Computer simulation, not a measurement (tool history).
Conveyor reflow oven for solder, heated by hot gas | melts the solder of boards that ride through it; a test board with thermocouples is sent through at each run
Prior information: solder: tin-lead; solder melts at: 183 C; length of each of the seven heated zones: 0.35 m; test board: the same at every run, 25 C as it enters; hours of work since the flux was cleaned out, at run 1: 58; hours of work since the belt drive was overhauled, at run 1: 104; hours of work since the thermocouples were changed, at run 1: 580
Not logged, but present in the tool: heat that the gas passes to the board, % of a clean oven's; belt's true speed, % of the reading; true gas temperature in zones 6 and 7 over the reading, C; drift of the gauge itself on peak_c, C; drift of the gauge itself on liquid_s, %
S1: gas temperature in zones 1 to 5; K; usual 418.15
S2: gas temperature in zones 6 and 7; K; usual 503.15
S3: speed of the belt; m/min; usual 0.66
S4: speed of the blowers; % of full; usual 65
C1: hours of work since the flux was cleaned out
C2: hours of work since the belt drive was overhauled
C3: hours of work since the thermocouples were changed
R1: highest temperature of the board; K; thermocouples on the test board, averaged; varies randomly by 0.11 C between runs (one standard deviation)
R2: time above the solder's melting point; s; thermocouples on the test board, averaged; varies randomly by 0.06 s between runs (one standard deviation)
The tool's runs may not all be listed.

| run | day | S1 | S2 | S3 | S4 | C1 | C2 | C3 | R1 | R2 |
|---|---|---|---|---|---|---|---|---|---|---|
| 1 | 0 | 418.15 | 503.15 | 0.66 | 65 | 58 | 104 | 580 | 489.95 | 49.84 |
| 2 | 0.35 | 418.15 | 503.15 | 0.66 | 65 | 65 | 111 | 587 | 489.85 | 49.95 |
| 3 | 0.725 | 418.15 | 503.15 | 0.66 | 65 | 72 | 118 | 594 | 489.75 | 49.98 |
| 4 | 0.958 | 418.15 | 503.15 | 0.66 | 65 | 76 | 122 | 598 | 489.85 | 49.9 |
| 5 | 1.317 | 418.15 | 514.15 | 0.66 | 65 | 82 | 129 | 605 | 499.55 | 55.17 |
| 6 | 1.6 | 418.15 | 514.15 | 0.602 | 65 | 88 | 134 | 610 | 502.35 | 61.97 |
| 7 | 1.775 | 418.15 | 514.15 | 0.602 | 65 | 91 | 137 | 613 | 502.05 | 61.98 |
| 8 | 2.088 | 418.15 | 503.15 | 0.66 | 65 | 97 | 143 | 619 | 489.85 | 49.95 |
| 9 | 2.412 | 418.15 | 503.15 | 0.66 | 65 | 103 | 149 | 625 | 489.85 | 49.95 |
| 10 | 2.671 | 403.15 | 515.15 | 0.66 | 65 | 108 | 154 | 630 | 498.05 | 50.13 |
| 11 | 2.842 | 430.15 | 493.15 | 0.546 | 59 | 111 | 157 | 633 | 485.75 | 64.02 |
| 12 | 3.146 | 406.15 | 493.15 | 0.748 | 59 | 116 | 163 | 638 | 473.85 | 27.6 |
| 13 | 3.362 | 406.15 | 506.15 | 0.748 | 83 | 120 | 167 | 642 | 490.65 | 41.11 |
| 14 | 3.55 | 406.15 | 506.15 | 0.748 | 83 | 124 | 170 | 646 | 490.45 | 41 |
| 15 | 3.925 | 406.15 | 501.15 | 0.782 | 81 | 131 | 177 | 653 | 484.25 | 35.43 |
| 16 | 4.112 | 432.15 | 503.15 | 0.66 | 65 | 134 | 180 | 656 | 492.25 | 56.55 |
| 17 | 4.342 | 432.15 | 492.15 | 0.647 | 62 | 138 | 185 | 660 | 482.45 | 51.72 |

4 options for the next run, each taken on its own from the tool as it stands now. Forecast them:
| A | 4.679 | 432.15 | 492.15 | 0.728 | 77 | 145 | 191 | 667 | ? | ? |
| B | 4.679 | 403.15 | 505.15 | 0.647 | 62 | 145 | 191 | 667 | ? | ? |
| C | 4.679 | 418.15 | 503.15 | 0.66 | 72 | 145 | 191 | 667 | ? | ? |
| D | 4.679 | 432.15 | 502.15 | 0.647 | 73 | 145 | 191 | 667 | ? | ? |

| run | R1 | R2 |
|---|---|---|
| A | 482.25 | 45.9 |
| B | 489.15 | 45.77 |
| C | 491.35 | 50.95 |
| D | 492.75 | 58.35 |
With the hidden condition removed and each run's random variation left untouched, the same runs would have given:
| run | R1 | R2 |
|---|---|---|
| A | 482.25 | 45.92 |
| B | 489.25 | 45.79 |
| C | 491.35 | 50.97 |
| D | 492.75 | 58.36 |
